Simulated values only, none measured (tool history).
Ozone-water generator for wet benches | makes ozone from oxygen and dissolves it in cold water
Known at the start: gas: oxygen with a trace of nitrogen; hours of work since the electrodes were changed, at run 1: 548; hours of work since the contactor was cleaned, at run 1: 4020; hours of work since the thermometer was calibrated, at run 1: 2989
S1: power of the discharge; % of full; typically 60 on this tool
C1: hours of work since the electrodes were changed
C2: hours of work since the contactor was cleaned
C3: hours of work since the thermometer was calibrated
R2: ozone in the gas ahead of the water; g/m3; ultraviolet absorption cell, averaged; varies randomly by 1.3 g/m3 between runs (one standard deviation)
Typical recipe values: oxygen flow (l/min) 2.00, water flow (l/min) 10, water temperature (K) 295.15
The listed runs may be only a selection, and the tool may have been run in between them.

run 1 hour=0.0 | S1=60 oxygen_flow_(l/min)=2.00 water_flow_(l/min)=10 water_temperature_(K)=295.15 | C1=548 C2=4020 C3=2989 | dissolved_ozone_(ppm)=21.5 R2=239.2
run 2 hour=45.5 | S1=60 oxygen_flow_(l/min)=2.00 water_flow_(l/min)=10 water_temperature_(K)=295.15 | C1=576 C2=4049 C3=3018 | dissolved_ozone_(ppm)=21.4 R2=239.5
run 3 hour=107.9 | S1=60 oxygen_flow_(l/min)=2.00 water_flow_(l/min)=10 water_temperature_(K)=295.15 | C1=616 C2=4088 C3=3058 | dissolved_ozone_(ppm)=21.6 R2=239.1
run 4 hour=138.6 | S1=60 oxygen_flow_(l/min)=2.00 water_flow_(l/min)=10 water_temperature_(K)=295.15 | C1=635 C2=4108 C3=3077 | dissolved_ozone_(ppm)=21.5 R2=241.7
run 5 hour=206.6 | S1=60 oxygen_flow_(l/min)=2.00 water_flow_(l/min)=15 water_temperature_(K)=295.15 | C1=679 C2=4151 C3=3120 | dissolved_ozone_(ppm)=14.4 R2=241.5
run 6 hour=274.5 | S1=59 oxygen_flow_(l/min)=2.00 water_flow_(l/min)=10 water_temperature_(K)=295.15 | C1=722 C2=4194 C3=3163 | dissolved_ozone_(ppm)=21.2 R2=236.4
run 7 hour=339.7 | S1=59 oxygen_flow_(l/min)=2.00 water_flow_(l/min)=10 water_temperature_(K)=295.15 | C1=763 C2=4235 C3=3205 | dissolved_ozone_(ppm)=21.5 R2=235.1
run 8 hour=390.2 | S1=59 oxygen_flow_(l/min)=2.00 water_flow_(l/min)=10 water_temperature_(K)=295.15 | C1=795 C2=4267 C3=3237 | dissolved_ozone_(ppm)=21.4 R2=236.2
run 9 hour=453.6 | S1=59 oxygen_flow_(l/min)=2.00 water_flow_(l/min)=10 water_temperature_(K)=295.15 | C1=835 C2=4307 C3=3277 | dissolved_ozone_(ppm)=21.5 R2=233.8
run 10 hour=521.9 | S1=60 oxygen_flow_(l/min)=2.00 water_flow_(l/min)=10 water_temperature_(K)=288.15 | C1=878 C2=4351 C3=3320 | dissolved_ozone_(ppm)=24.0 R2=237.9
run 11 hour=583.6 | S1=60 oxygen_flow_(l/min)=2.00 water_flow_(l/min)=10 water_temperature_(K)=288.15 | C1=918 C2=4390 C3=3359 | dissolved_ozone_(ppm)=23.6 R2=237.1
run 12 hour=646.6 | S1=60 oxygen_flow_(l/min)=2.00 water_flow_(l/min)=10 water_temperature_(K)=295.15 | C1=958 C2=4430 C3=3399 | dissolved_ozone_(ppm)=21.7 R2=239.5
run 13 hour=682.4 | S1=60 oxygen_flow_(l/min)=2.00 water_flow_(l/min)=10 water_temperature_(K)=298.15 | C1=980 C2=4453 C3=3422 | dissolved_ozone_(ppm)=20.5 R2=237.8
run 14 hour=739.2 | S1=60 oxygen_flow_(l/min)=2.00 water_flow_(l/min)=10 water_temperature_(K)=298.15 | C1=1016 C2=4489 C3=3458 | dissolved_ozone_(ppm)=20.7 R2=239.0
-- hour=797.5 contactor cleaned
run 15 hour=806.6 | S1=60 oxygen_flow_(l/min)=2.00 water_flow_(l/min)=10 water_temperature_(K)=295.15 | C1=1056 C2=6 C3=3498 | dissolved_ozone_(ppm)=21.5 R2=236.5
run 16 hour=869.5 | S1=60 oxygen_flow_(l/min)=2.00 water_flow_(l/min)=12 water_temperature_(K)=295.15 | C1=1096 C2=46 C3=3538 | dissolved_ozone_(ppm)=18.4 R2=237.2
run 17 hour=932.4 | S1=73 oxygen_flow_(l/min)=2.02 water_flow_(l/min)=8 water_temperature_(K)=295.15 | C1=1136 C2=86 C3=3578 | dissolved_ozone_(ppm)=29.7 R2=272.5
run 18 hour=966.0 | S1=73 oxygen_flow_(l/min)=2.02 water_flow_(l/min)=8 water_temperature_(K)=295.15 | C1=1158 C2=107 C3=3599 | dissolved_ozone_(ppm)=30.3 R2=271.1
run 19 hour=1017.3 | S1=52 oxygen_flow_(l/min)=2.02 water_flow_(l/min)=7 water_temperature_(K)=295.15 | C1=1190 C2=139 C3=3632 | dissolved_ozone_(ppm)=25.8 R2=209.2
run 20 hour=1056.3 | S1=85 oxygen_flow_(l/min)=2.28 water_flow_(l/min)=14 water_temperature_(K)=300.15 | C1=1215 C2=164 C3=3657 | dissolved_ozone_(ppm)=19.6 R2=280.2
run 21 hour=1096.1 | S1=75 oxygen_flow_(l/min)=2.28 water_flow_(l/min)=14 water_temperature_(K)=300.15 | C1=1240 C2=189 C3=3682 | dissolved_ozone_(ppm)=17.8 R2=256.9
run 22 hour=1144.9 | S1=74 oxygen_flow_(l/min)=2.00 water_flow_(l/min)=14 water_temperature_(K)=295.15 | C1=1271 C2=220 C3=3713 | dissolved_ozone_(ppm)=18.6 R2=276.2
run 23 hour=1194.1 | S1=74 oxygen_flow_(l/min)=2.00 water_flow_(l/min)=14 water_temperature_(K)=295.15 | C1=1302 C2=251 C3=3744 | dissolved_ozone_(ppm)=18.3 R2=275.5
run 24 hour=1255.5 | S1=60 oxygen_flow_(l/min)=2.00 water_flow_(l/min)=12 water_temperature_(K)=293.15 | C1=1341 C2=290 C3=3783 | dissolved_ozone_(ppm)=18.7 R2=230.9
run 25 hour=1287.7 | S1=60 oxygen_flow_(l/min)=2.00 water_flow_(l/min)=12 water_temperature_(K)=293.15 | C1=1361 C2=311 C3=3803 | dissolved_ozone_(ppm)=18.5 R2=233.5
run 26 hour=1339.5 | S1=60 oxygen_flow_(l/min)=2.00 water_flow_(l/min)=12 water_temperature_(K)=293.15 | C1=1394 C2=344 C3=3836 | dissolved_ozone_(ppm)=18.5 R2=235.3
run 27 hour=1397.9 | S1=60 oxygen_flow_(l/min)=3.58 water_flow_(l/min)=10 water_temperature_(K)=295.15 | C1=1431 C2=381 C3=3873 | dissolved_ozone_(ppm)=20.5 R2=166.5
run 28 hour=1458.2 | S1=49 oxygen_flow_(l/min)=1.74 water_flow_(l/min)=11 water_temperature_(K)=295.15 | C1=1470 C2=419 C3=3911 | dissolved_ozone_(ppm)=16.8 R2=216.7
-- hour=1466.6 gauge calibrated
run 29 hour=1523.5 | S1=46 oxygen_flow_(l/min)=1.87 water_flow_(l/min)=10 water_temperature_(K)=300.15 | C1=1511 C2=460 C3=3953 | dissolved_ozone_(ppm)=16.4 R2=206.9
run 30 hour=1567.5 | S1=46 oxygen_flow_(l/min)=1.87 water_flow_(l/min)=6 water_temperature_(K)=300.15 | C1=1539 C2=488 C3=3981 | dissolved_ozone_(ppm)=23.9 R2=205.2
run 31 hour=1613.3 | S1=60 oxygen_flow_(l/min)=2.20 water_flow_(l/min)=10 water_temperature_(K)=295.15 | C1=1568 C2=517 C3=4010 | dissolved_ozone_(ppm)=21.6 R2=227.6

What differs in the tool's unlogged condition from the final listed run ahead of each entry between runs to the first listed run following it?
Between runs 14 and 15: contactor cleaned (hour 797.5)
  contactor's efficiency, % of a clean one's: 99.9 -> 100; drift of the gauge itself on gas_g_m3, %: -1.41 -> -1.53
  measured result minus the result with no hidden state, R2: -3.5 -> -3.7 g/m3
Between runs 28 and 29: gauge calibrated (hour 1466.6)
  true water temperature over the reading, C: 0 -> 0.01; drift of the gauge itself on gas_g_m3, %: -2.78 -> -0.11
  measured result minus the result with no hidden state, R2: -6.3 -> -0.3 g/m3

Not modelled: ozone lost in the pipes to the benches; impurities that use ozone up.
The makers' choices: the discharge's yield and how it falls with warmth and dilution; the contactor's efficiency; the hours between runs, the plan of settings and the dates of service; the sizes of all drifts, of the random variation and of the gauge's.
